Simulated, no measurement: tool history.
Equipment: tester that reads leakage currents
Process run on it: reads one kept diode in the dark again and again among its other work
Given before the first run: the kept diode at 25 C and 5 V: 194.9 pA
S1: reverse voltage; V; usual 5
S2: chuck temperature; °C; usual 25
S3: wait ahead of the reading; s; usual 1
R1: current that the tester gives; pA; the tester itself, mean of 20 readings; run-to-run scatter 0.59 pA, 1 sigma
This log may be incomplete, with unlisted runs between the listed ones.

run,hour,S1,S2,S3,R1
1,0,5,25,1,222.92
2,25.4,5,25,2.86,222.7
3,50.1,5,25,1,223.28
4,80,5,25,1,222.61
5,102.3,5,20,1,149.4
6,135.7,5,20,1,149.81
7,170.8,5,25,1,225.31
8,206.4,5,25,1,224.67
9,230.4,5,25,1,225.56
10,249.7,5,25,1,226.2
11,276.1,2.63,25,1,171.99
12,301.2,2.63,25,1,172.32
13,324.8,2.63,25,1,172.24
14,339.6,5,25,1,227.71
15,357.3,5,25,1,226.08
16,386.1,5,25,3.32,227.18
17,408.7,5,25,3.32,224.98
18,424,5,25,3.32,227.3
19,443.2,5,25,3.32,227.39
20,461.1,5,25,3.32,226.79
21,480.5,3.12,23,1,159.38
22,504.9,3.7,29,1,272.42
23,538.6,3.7,29,1,274.24
24,568.1,3.07,25,0.34,186.26
25,594,16.66,44,0.35,1562.52
26,615.6,8.06,28,0.53,357.09
27,645.7,2.59,47,0.49,871.97
28,669.5,4.98,29,9.98,313.39
29,686.1,4.98,25,9.98,229.97
30,706.7,3,25,1,184.93
31,722.4,3,25,1,186.79
32,749.4,3,25,1,186.16
33,767,2.62,24,4.83,161.99
34,801.5,2.62,24,0.58,163.01
35,817.4,1.26,25,5.4,129.82
36,853.1,8.12,59,5.4,3175.25
37,869.8,8.22,58,1,2989.73
38,904.4,1.94,35,9.63,334.28
39,931.3,1.61,25,3.34,144.19

Pick out some run-to-run changes in R1. Of each, how much would a tool without hidden state show as well, from the settings, what came in and chance, and how much is left for the hidden state and any gauge scatter not in both results compared?
Hidden state present: stray current of the dirty probe card, pA a volt; current scale over the true one, %; true chuck temperature over the reading, C; drift of the gauge itself on leakage_pa, %.
Run 24 -> 25: S1 3.07 -> 16.66, S2 25 -> 44, S3 0.34 -> 0.35. R1 +1376.26 pA: hidden state +177.09, all else +1199.17.
Run 35 -> 36: S1 1.26 -> 8.12, S2 25 -> 59. R1 +3045.43 pA: hidden state +390.59, all else +2654.84.
Run 37 -> 38: S1 8.22 -> 1.94, S2 58 -> 35, S3 1 -> 9.63. R1 -2655.45 pA: hidden state -340.3, all else -2315.15.
